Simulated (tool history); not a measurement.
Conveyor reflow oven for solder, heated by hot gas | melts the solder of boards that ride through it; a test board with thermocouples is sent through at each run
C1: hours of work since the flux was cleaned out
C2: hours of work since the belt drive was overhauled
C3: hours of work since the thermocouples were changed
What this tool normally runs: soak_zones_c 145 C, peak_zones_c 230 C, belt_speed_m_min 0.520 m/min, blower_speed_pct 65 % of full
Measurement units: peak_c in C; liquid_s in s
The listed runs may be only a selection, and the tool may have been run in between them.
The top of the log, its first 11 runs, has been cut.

{"run": 12, "hour": 326.4, "soak_zones_c": 150, "peak_zones_c": 230, "belt_speed_m_min": 0.52, "blower_speed_pct": 65, "C1": 345, "C2": 720, "C3": 618, "peak_c": 215.2, "liquid_s": 73.2}
{"run": 13, "hour": 347.8, "soak_zones_c": 145, "peak_zones_c": 230, "belt_speed_m_min": 0.52, "blower_speed_pct": 65, "C1": 355, "C2": 730, "C3": 628, "peak_c": 213.7, "liquid_s": 67.4}
{"run": 14, "hour": 374.6, "soak_zones_c": 145, "peak_zones_c": 230, "belt_speed_m_min": 0.56, "blower_speed_pct": 65, "C1": 367, "C2": 742, "C3": 640, "peak_c": 211.1, "liquid_s": 60.6}
{"run": 15, "hour": 409.5, "soak_zones_c": 145, "peak_zones_c": 236, "belt_speed_m_min": 0.56, "blower_speed_pct": 65, "C1": 383, "C2": 758, "C3": 656, "peak_c": 216.0, "liquid_s": 65.7}
{"run": 16, "hour": 451.6, "soak_zones_c": 145, "peak_zones_c": 236, "belt_speed_m_min": 0.47, "blower_speed_pct": 65, "C1": 402, "C2": 777, "C3": 675, "peak_c": 221.7, "liquid_s": 85.1}
{"run": 17, "hour": 471.3, "soak_zones_c": 145, "peak_zones_c": 236, "belt_speed_m_min": 0.47, "blower_speed_pct": 65, "C1": 411, "C2": 786, "C3": 684, "peak_c": 222.3, "liquid_s": 84.8}
{"run": 18, "hour": 505.5, "soak_zones_c": 145, "peak_zones_c": 236, "belt_speed_m_min": 0.47, "blower_speed_pct": 65, "C1": 427, "C2": 801, "C3": 700, "peak_c": 221.6, "liquid_s": 84.5}
{"run": 19, "hour": 527.8, "soak_zones_c": 156, "peak_zones_c": 224, "belt_speed_m_min": 0.536, "blower_speed_pct": 82, "C1": 437, "C2": 811, "C3": 710, "peak_c": 212.4, "liquid_s": 72.4}
{"run": 20, "hour": 554.0, "soak_zones_c": 156, "peak_zones_c": 224, "belt_speed_m_min": 0.536, "blower_speed_pct": 82, "C1": 449, "C2": 823, "C3": 721, "peak_c": 212.2, "liquid_s": 71.4}
{"run": 21, "hour": 594.4, "soak_zones_c": 145, "peak_zones_c": 230, "belt_speed_m_min": 0.427, "blower_speed_pct": 65, "C1": 467, "C2": 841, "C3": 740, "peak_c": 218.9, "liquid_s": 92.3}
{"run": 22, "hour": 620.7, "soak_zones_c": 145, "peak_zones_c": 230, "belt_speed_m_min": 0.541, "blower_speed_pct": 58, "C1": 479, "C2": 853, "C3": 752, "peak_c": 209.7, "liquid_s": 60.6}
{"run": 23, "hour": 647.9, "soak_zones_c": 142, "peak_zones_c": 230, "belt_speed_m_min": 0.52, "blower_speed_pct": 79, "C1": 491, "C2": 866, "C3": 764, "peak_c": 214.7, "liquid_s": 69.2}
{"run": 24, "hour": 665.9, "soak_zones_c": 142, "peak_zones_c": 230, "belt_speed_m_min": 0.52, "blower_speed_pct": 79, "C1": 499, "C2": 874, "C3": 772, "peak_c": 215.5, "liquid_s": 69.2}
{"hour": 673.3, "done": "flux residue cleaned out of gas plates and filters"}
{"run": 25, "hour": 700.3, "soak_zones_c": 148, "peak_zones_c": 227, "belt_speed_m_min": 0.52, "blower_speed_pct": 65, "C1": 12, "C2": 887, "C3": 786, "peak_c": 216.5, "liquid_s": 73.0}
{"run": 26, "hour": 732.6, "soak_zones_c": 146, "peak_zones_c": 227, "belt_speed_m_min": 0.565, "blower_speed_pct": 65, "C1": 27, "C2": 902, "C3": 800, "peak_c": 213.4, "liquid_s": 63.7}
{"run": 27, "hour": 755.3, "soak_zones_c": 146, "peak_zones_c": 227, "belt_speed_m_min": 0.565, "blower_speed_pct": 65, "C1": 37, "C2": 912, "C3": 811, "peak_c": 212.4, "liquid_s": 62.8}
{"run": 28, "hour": 773.4, "soak_zones_c": 145, "peak_zones_c": 230, "belt_speed_m_min": 0.483, "blower_speed_pct": 65, "C1": 45, "C2": 920, "C3": 819, "peak_c": 219.5, "liquid_s": 80.8}
{"run": 29, "hour": 811.2, "soak_zones_c": 151, "peak_zones_c": 222, "belt_speed_m_min": 0.455, "blower_speed_pct": 66, "C1": 62, "C2": 937, "C3": 836, "peak_c": 214.8, "liquid_s": 86.4}
{"run": 30, "hour": 852.8, "soak_zones_c": 137, "peak_zones_c": 231, "belt_speed_m_min": 0.52, "blower_speed_pct": 51, "C1": 81, "C2": 956, "C3": 855, "peak_c": 211.7, "liquid_s": 62.6}
{"run": 31, "hour": 887.2, "soak_zones_c": 144, "peak_zones_c": 230, "belt_speed_m_min": 0.606, "blower_speed_pct": 65, "C1": 97, "C2": 972, "C3": 870, "peak_c": 211.6, "liquid_s": 57.0}
{"run": 32, "hour": 918.3, "soak_zones_c": 147, "peak_zones_c": 236, "belt_speed_m_min": 0.519, "blower_speed_pct": 66, "C1": 111, "C2": 986, "C3": 884, "peak_c": 222.2, "liquid_s": 77.9}

Each row is a separate what-if for the run after 32, all from the same tool condition, not one after another. Results?
{"run": "A", "hour": 953.0, "soak_zones_c": 145, "peak_zones_c": 230, "belt_speed_m_min": 0.511, "blower_speed_pct": 65, "C1": 127, "C2": 1002, "C3": 900, "peak_c": "?", "liquid_s": "?"}
{"run": "B", "hour": 953.0, "soak_zones_c": 145, "peak_zones_c": 243, "belt_speed_m_min": 0.483, "blower_speed_pct": 89, "C1": 127, "C2": 1002, "C3": 900, "peak_c": "?", "liquid_s": "?"}
{"run": "C", "hour": 953.0, "soak_zones_c": 145, "peak_zones_c": 239, "belt_speed_m_min": 0.52, "blower_speed_pct": 65, "C1": 127, "C2": 1002, "C3": 900, "peak_c": "?", "liquid_s": "?"}

run=A peak_c=217.5 liquid_s=74.1
run=B peak_c=235.8 liquid_s=92.9
run=C peak_c=224.3 liquid_s=78.4
Stripped of hidden state, with their random variation kept, the same runs would have yielded:
run=A peak_c=216.3 liquid_s=72.7
run=B peak_c=234.6 liquid_s=91.4
run=C peak_c=223.2 liquid_s=77.1
